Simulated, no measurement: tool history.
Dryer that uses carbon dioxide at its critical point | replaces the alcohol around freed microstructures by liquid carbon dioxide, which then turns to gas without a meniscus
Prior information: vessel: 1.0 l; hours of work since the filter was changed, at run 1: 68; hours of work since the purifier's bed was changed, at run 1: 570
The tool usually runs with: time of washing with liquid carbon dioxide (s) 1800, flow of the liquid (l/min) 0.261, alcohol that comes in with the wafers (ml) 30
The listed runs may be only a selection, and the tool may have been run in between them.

run	hour	time of washing with liquid carbon dioxide (s)	flow of the liquid (l/min)	alcohol that comes in with the wafers (ml)	hours of work since the filter was changed	hours of work since the purifier's bed was changed	alcohol left in the vessel before it's heated (ppm by volume)
1	0.0	1800	0.261	30	68	570	218
2	63.8	1800	0.261	30	104	606	212
3	93.8	2040	0.261	30	121	624	193
4	126.1	2040	0.274	30	140	642	192
5	182.6	1800	0.261	30	172	675	248
6	250.9	1800	0.406	30	212	714	198
# hour 291.7: purifier's bed changed
7	306.8	1800	0.406	30	242	9	9
8	371.6	1800	0.406	23	279	46	14
9	408.8	1800	0.406	23	300	67	23
10	472.3	1800	0.406	23	337	104	42
11	519.9	1800	0.406	38	364	131	46
12	562.7	1800	0.261	30	389	155	116
13	618.1	1800	0.261	30	420	187	125
14	682.4	1800	0.261	30	457	224	139
15	712.0	1800	0.261	30	474	241	149
16	766.7	1800	0.261	112	506	272	362
17	833.7	1800	0.261	26	544	311	163
18	888.1	1800	0.261	26	575	342	162
# hour 926.2: inlet filter changed
19	935.2	1680	0.261	26	5	369	163
20	985.5	1680	0.261	26	34	397	189
21	1026.4	1680	0.261	26	57	421	190
22	1068.4	1800	0.437	30	82	445	136
23	1106.7	1800	0.261	30	104	467	190
24	1148.4	1260	0.261	30	127	491	535
25	1206.0	2700	0.261	20	160	524	152
26	1273.8	2760	0.261	20	199	563	163
27	1325.6	1800	0.261	30	229	592	220
28	1364.2	1800	0.368	90	251	615	185
29	1393.2	2760	0.368	45	268	631	176
30	1447.8	2760	0.368	45	299	663	199
31	1502.0	2040	0.327	29	330	694	198
32	1544.0	1320	0.186	29	354	718	1346
# hour 1574.6: purifier's bed changed
33	1584.4	1080	0.261	115	376	6	3013
34	1613.6	1260	0.346	33	393	22	133
35	1646.5	2580	0.261	114	411	41	44
36	1703.8	2460	0.261	62	444	74	39
37	1764.9	2460	0.261	62	479	109	48
38	1827.0	2460	0.261	91	515	145	76
39	1861.7	1980	0.280	26	535	165	86
40	1925.1	1980	0.280	115	571	201	166
# hour 1971.6: inlet filter changed
41	1991.9	1980	0.165	46	12	239	609
42	2050.4	1980	0.165	46	45	272	624
43	2082.2	2100	0.347	46	63	291	92
44	2115.1	1680	0.261	99	82	309	375
45	2165.2	2460	0.237	40	111	338	123
46	2211.4	2460	0.237	40	138	365	120
47	2272.3	1200	0.237	21	172	400	581

Alternative continuations, all from the tool just after run 47; predict every row:
A	2302.1	1620	0.255	21	190	417	?
B	2302.1	1500	0.379	103	190	417	?
C	2302.1	1800	0.261	22	190	417	?

run	alcohol left in the vessel before it's heated (ppm by volume)
A	210
B	178
C	161
With the hidden condition removed and each run's random variation left untouched, the same runs would have given:
run	alcohol left in the vessel before it's heated (ppm by volume)
A	75
B	50
C	34
